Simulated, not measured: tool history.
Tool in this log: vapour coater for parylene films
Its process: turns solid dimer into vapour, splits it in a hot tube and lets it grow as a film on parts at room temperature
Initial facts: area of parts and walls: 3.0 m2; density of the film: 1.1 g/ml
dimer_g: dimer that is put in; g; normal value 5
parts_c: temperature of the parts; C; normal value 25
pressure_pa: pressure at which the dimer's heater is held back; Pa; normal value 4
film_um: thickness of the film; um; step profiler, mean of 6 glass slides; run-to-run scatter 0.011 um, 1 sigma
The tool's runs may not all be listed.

Run 1, day 0: usual settings. Result: film_um 1.19 um.
Run 2, day 3.333: usual settings but pressure_pa 3.06 Pa. Result: film_um 1.28 um.
Run 3, day 6.146: usual settings but pressure_pa 3.06 Pa. Result: film_um 1.26 um.
Run 4, day 8.529: usual settings but parts_c 19 C. Result: film_um 1.44 um.
Run 5, day 11.554: usual settings but parts_c 23 C. Result: film_um 1.26 um.
Run 6, day 13.867: usual settings but parts_c 23 C. Result: film_um 1.25 um.
Run 7, day 16.838: usual settings but pressure_pa 8.83 Pa. Result: film_um 1.03 um.
Run 8, day 19.571: usual settings but pressure_pa 4.09 Pa. Result: film_um 1.17 um.
Run 9, day 22.742: usual settings but pressure_pa 4.09 Pa. Result: film_um 1.17 um.
Run 10, day 24.888: usual settings but pressure_pa 4.09 Pa. Result: film_um 1.14 um.
Run 11, day 27.05: usual settings but pressure_pa 4.09 Pa. Result: film_um 1.17 um.
Run 12, day 29.504: usual settings but pressure_pa 4.09 Pa. Result: film_um 1.14 um.
Run 13, day 31.088: usual settings but pressure_pa 4.09 Pa. Result: film_um 1.12 um.
Run 14, day 34.142: usual settings but pressure_pa 4.09 Pa. Result: film_um 1.16 um.
Run 15, day 37.454: usual settings but pressure_pa 4.09 Pa. Result: film_um 1.12 um.
At day 38.567: trap's valve overhauled.
Run 16, day 40.871: usual settings but pressure_pa 4.09 Pa. Result: film_um 1.08 um.
Run 17, day 43.921: usual settings. Result: film_um 1.06 um.
Run 18, day 46.3: usual settings. Result: film_um 1.07 um.
Run 19, day 48.396: usual settings but pressure_pa 4.39 Pa. Result: film_um 1.04 um.
Run 20, day 50.325: usual settings but pressure_pa 4.39 Pa. Result: film_um 1.04 um.
Run 21, day 52.838: usual settings but pressure_pa 4.39 Pa. Result: film_um 1.05 um.
At day 55.175: trap's valve overhauled, once more.
Run 22, day 55.175: usual settings but pressure_pa 4.39 Pa. Result: film_um 1.22 um.
At day 55.429: table's thermometer calibrated.
Run 23, day 56.779: usual settings but pressure_pa 4.39 Pa. Result: film_um 1.16 um.
Run 24, day 58.196: usual settings but pressure_pa 4.39 Pa. Result: film_um 1.17 um.
Run 25, day 59.946: usual settings but pressure_pa 4.39 Pa. Result: film_um 1.19 um.
Run 26, day 61.883: usual settings but dimer_g 7 g, pressure_pa 9.43 Pa. Result: film_um 1.45 um.
Run 27, day 64.783: usual settings but dimer_g 7 g, parts_c 21 C, pressure_pa 8.83 Pa. Result: film_um 1.61 um.
Run 28, day 67.471: usual settings but dimer_g 6 g, parts_c 33 C. Result: film_um 1.11 um.
Run 29, day 70: usual settings but dimer_g 4 g, parts_c 33 C, pressure_pa 8.19 Pa. Result: film_um 0.65 um.
Run 30, day 71.438: usual settings but dimer_g 9 g, pressure_pa 3.3 Pa. Result: film_um 2.15 um.
Run 31, day 74.546: usual settings but dimer_g 3 g, parts_c 35 C, pressure_pa 2.77 Pa. Result: film_um 0.55 um.
Run 32, day 76.125: usual settings but dimer_g 7 g, parts_c 21 C, pressure_pa 2.77 Pa. Result: film_um 1.89 um.
Run 33, day 77.925: usual settings but dimer_g 7 g, parts_c 21 C, pressure_pa 2.77 Pa. Result: film_um 1.9 um.
Run 34, day 79.904: usual settings but dimer_g 8 g, parts_c 31 C, pressure_pa 3.84 Pa. Result: film_um 1.54 um.
Run 35, day 81.917: usual settings but dimer_g 8 g, parts_c 31 C, pressure_pa 3.84 Pa. Result: film_um 1.52 um.
Run 36, day 83.696: usual settings but dimer_g 4 g. Result: film_um 0.88 um.
Run 37, day 85.962: usual settings but dimer_g 2 g, parts_c 32 C, pressure_pa 6.26 Pa. Result: film_um 0.32 um.
Run 38, day 87.492: usual settings but dimer_g 6 g, parts_c 32 C, pressure_pa 8.99 Pa. Result: film_um 0.97 um.
Run 39, day 89.7: usual settings but dimer_g 2 g, parts_c 18 C, pressure_pa 4.48 Pa. Result: film_um 0.54 um.
Run 40, day 91.462: usual settings but dimer_g 2 g, parts_c 18 C, pressure_pa 4.48 Pa. Result: film_um 0.51 um.
Run 41, day 93.7: usual settings but dimer_g 2 g, parts_c 18 C, pressure_pa 4.48 Pa. Result: film_um 0.54 um.
At day 94.429: trap's valve overhauled.
Run 42, day 97.096: usual settings but dimer_g 4 g, parts_c 18 C, pressure_pa 9.32 Pa. Result: film_um 1.02 um.
Run 43, day 99.946: usual settings but dimer_g 4 g, parts_c 18 C, pressure_pa 9.32 Pa. Result: film_um 1.04 um.
Run 44, day 101.758: usual settings but dimer_g 4 g, parts_c 18 C, pressure_pa 9.32 Pa. Result: film_um 1.01 um.
Run 45, day 104.821: usual settings but parts_c 18 C, pressure_pa 11.5 Pa. Result: film_um 1.2 um.
Run 46, day 106.629: usual settings but parts_c 18 C, pressure_pa 11.5 Pa. Result: film_um 1.22 um.
Run 47, day 108.162: usual settings but parts_c 24 C, pressure_pa 7.99 Pa. Result: film_um 1.08 um.

Same runs, no hidden state in the tool, same run-to-run variation:
Hidden conditions of the tool in this case: vapour lost through the trap's worn valve, %; true temperature of the parts over the reading, C; drift of the gauge itself on film_um, %.
run  film_um
  1     1.18
  2     1.27
  3     1.26
  4     1.45
  5     1.27
  6     1.27
  7     1.05
  8     1.21
  9     1.21
 10     1.19
 11     1.23
 12     1.21
 13     1.19
 14     1.23
 15      1.2
 16      1.2
 17     1.19
 18     1.21
 19     1.17
 20     1.18
 21     1.19
 22     1.18
 23     1.17
 24     1.17
 25      1.2
 26     1.47
 27     1.64
 28     1.14
 29     0.67
 30     2.23
 31     0.58
 32     1.99
 33     2.01
 34     1.63
 35     1.62
 36     0.95
 37     0.35
 38     1.05
 39     0.58
 40     0.56
 41     0.59
 42     1.02
 43     1.04
 44     1.02
 45     1.22
 46     1.24
 47     1.11

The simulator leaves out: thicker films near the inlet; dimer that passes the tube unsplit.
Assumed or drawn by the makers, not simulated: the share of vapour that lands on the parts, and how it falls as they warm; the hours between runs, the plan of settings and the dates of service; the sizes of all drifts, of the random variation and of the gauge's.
